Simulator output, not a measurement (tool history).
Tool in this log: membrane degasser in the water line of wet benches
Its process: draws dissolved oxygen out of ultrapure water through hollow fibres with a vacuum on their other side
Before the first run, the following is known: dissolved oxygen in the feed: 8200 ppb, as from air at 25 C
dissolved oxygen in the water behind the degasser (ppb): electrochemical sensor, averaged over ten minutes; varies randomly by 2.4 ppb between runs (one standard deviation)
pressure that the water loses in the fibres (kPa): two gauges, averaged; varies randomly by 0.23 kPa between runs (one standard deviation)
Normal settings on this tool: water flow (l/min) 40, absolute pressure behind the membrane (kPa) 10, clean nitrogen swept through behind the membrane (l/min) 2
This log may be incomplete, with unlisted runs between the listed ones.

| run | hour | water flow (l/min) | absolute pressure behind the membrane (kPa) | clean nitrogen swept through behind the membrane (l/min) | dissolved oxygen in the water behind the degasser (ppb) | pressure that the water loses in the fibres (kPa) |
|---|---|---|---|---|---|---|
| 1 | 0 | 40 | 10 | 2 | 315 | 56.81 |
| 2 | 51.4 | 40 | 10 | 2 | 316.7 | 57 |
| 3 | 88.2 | 40 | 10 | 2 | 310.4 | 56.73 |
| 4 | 142.1 | 40 | 19.7 | 2 | 710.8 | 56.77 |
| 5 | 171.1 | 40 | 9.7 | 2 | 302 | 57.01 |
| 6 | 213 | 40 | 13 | 2 | 439.8 | 56.66 |
| 7 | 260.4 | 25 | 13 | 2 | 287.5 | 35.55 |
| 8 | 311.5 | 40 | 14.1 | 2 | 481.2 | 56.98 |
| 9 | 360.8 | 50 | 10 | 2 | 386.9 | 70.51 |
| 10 | 413.4 | 50 | 10 | 2 | 387.9 | 70.88 |
| 11 | 468.6 | 50 | 10 | 2.94 | 286.2 | 71.38 |
| 12 | 511.5 | 40 | 6.7 | 5.82 | 75.1 | 56.72 |
| 13 | 535.8 | 40 | 6.7 | 5.82 | 76.2 | 56.98 |
| 14 | 559 | 40 | 15 | 5.82 | 208.3 | 56.65 |
| 15 | 588.8 | 40 | 15 | 5.82 | 204.8 | 56.65 |
| 16 | 617.3 | 25 | 10 | 0.95 | 385.4 | 35.51 |
| 17 | 665.6 | 25 | 10 | 0.95 | 380.2 | 35.82 |
| 18 | 718.9 | 54 | 10 | 0.86 | 760.7 | 76.97 |
| 19 | 755 | 32 | 12.3 | 4.89 | 154.6 | 45.42 |
| 20 | 808.8 | 32 | 12.3 | 4.89 | 152 | 45.74 |
| 21 | 858.2 | 32 | 12.3 | 4.89 | 152 | 45.89 |
| 22 | 901.2 | 32 | 12.3 | 4.89 | 154.2 | 45.55 |

Here are 4 independent what-if runs from the current tool condition. What would each one return?
| A | 930.4 | 32 | 10 | 2 | ? | ? |
| B | 930.4 | 33 | 10 | 2 | ? | ? |
| C | 930.4 | 29 | 7.6 | 2 | ? | ? |
| D | 930.4 | 26 | 10 | 1.12 | ? | ? |

| run | dissolved oxygen in the water behind the degasser (ppb) | pressure that the water loses in the fibres (kPa) |
|---|---|---|
| A | 254.7 | 45.67 |
| B | 264.3 | 47.03 |
| C | 156.4 | 41.02 |
| D | 344.7 | 37.35 |
With no hidden state in the tool, these same runs would have given:
| run | dissolved oxygen in the water behind the degasser (ppb) | pressure that the water loses in the fibres (kPa) |
|---|---|---|
| A | 248.9 | 45.08 |
| B | 258.3 | 46.42 |
| C | 151.3 | 40.48 |
| D | 337.5 | 36.87 |
